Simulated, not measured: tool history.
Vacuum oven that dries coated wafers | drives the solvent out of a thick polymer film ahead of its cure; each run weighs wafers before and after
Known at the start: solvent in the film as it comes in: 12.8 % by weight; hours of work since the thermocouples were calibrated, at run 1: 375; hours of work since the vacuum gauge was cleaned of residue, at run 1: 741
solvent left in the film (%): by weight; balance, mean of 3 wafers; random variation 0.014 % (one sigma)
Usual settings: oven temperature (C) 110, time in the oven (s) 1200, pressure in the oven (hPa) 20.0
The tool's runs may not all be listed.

run,day,oven temperature (C),time in the oven (s),pressure in the oven (hPa),hours of work since the thermocouples were calibrated,hours of work since the vacuum gauge was cleaned of residue,solvent left in the film (%)
1,0.000,110,1200,20.0,375,741,4.42
2,2.846,110,1200,20.0,423,789,4.44
3,6.854,110,1200,20.0,489,855,4.44
4,9.562,110,1200,20.0,534,900,4.48
5,12.500,110,1200,20.0,582,948,4.46
6,15.217,110,1200,20.0,628,994,4.52
7,17.879,110,1200,20.0,672,1038,4.54
8,19.867,110,1200,20.0,705,1071,4.53
# day 23.321: oven's thermocouples calibrated
9,24.208,110,1200,20.0,15,1141,4.36
10,26.242,110,1200,76.5,48,1175,11.49
11,28.608,110,1200,76.5,88,1214,11.52
12,30.662,110,1200,21.9,122,1248,4.62
# day 31.800: vacuum gauge cleaned of residue and calibrated
13,33.250,110,1020,36.3,163,24,6.90
14,35.092,110,1020,36.3,194,55,6.92
15,38.204,113,1740,68.6,246,106,9.56
# day 40.846: vacuum gauge cleaned of residue and calibrated, once more
16,41.538,102,1740,68.6,300,12,12.85
17,44.750,102,1740,68.6,353,65,12.79
18,46.588,102,1740,58.3,384,95,11.54
19,50.875,102,1740,58.3,455,166,11.58
20,54.542,100,1500,16.1,515,227,5.01
21,58.942,100,1500,16.1,588,300,5.07
22,61.138,125,2040,16.1,625,336,1.57
23,64.438,106,1500,20.0,679,391,4.61
24,66.817,106,1500,20.0,719,430,4.62

Hidden state at the last listed run before each entry between runs and at the first one after, where it differs:
Between runs 8 and 9: oven's thermocouples calibrated (day 23.321)
  true wafer temperature over the reading, C: -0.94 -> 0.19; true pressure over the reading, kPa: 0.128 -> 0.136
  measured less the result without the state, solvent left in the film (%): +0.33 -> +0.14
Between runs 12 and 13: vacuum gauge cleaned of residue and calibrated (day 31.800)
  true wafer temperature over the reading, C: 0.04 -> -0.02; true pressure over the reading, kPa: 0.148 -> 0.257
  measured less the result without the state, solvent left in the film (%): +0.18 -> +0.31
Between runs 15 and 16: vacuum gauge cleaned of residue and calibrated, once more (day 40.846)
  true wafer temperature over the reading, C: -0.14 -> -0.21; true pressure over the reading, kPa: 0.266 -> 0.003
  measured less the result without the state, solvent left in the film (%): +0.38 -> +0.00
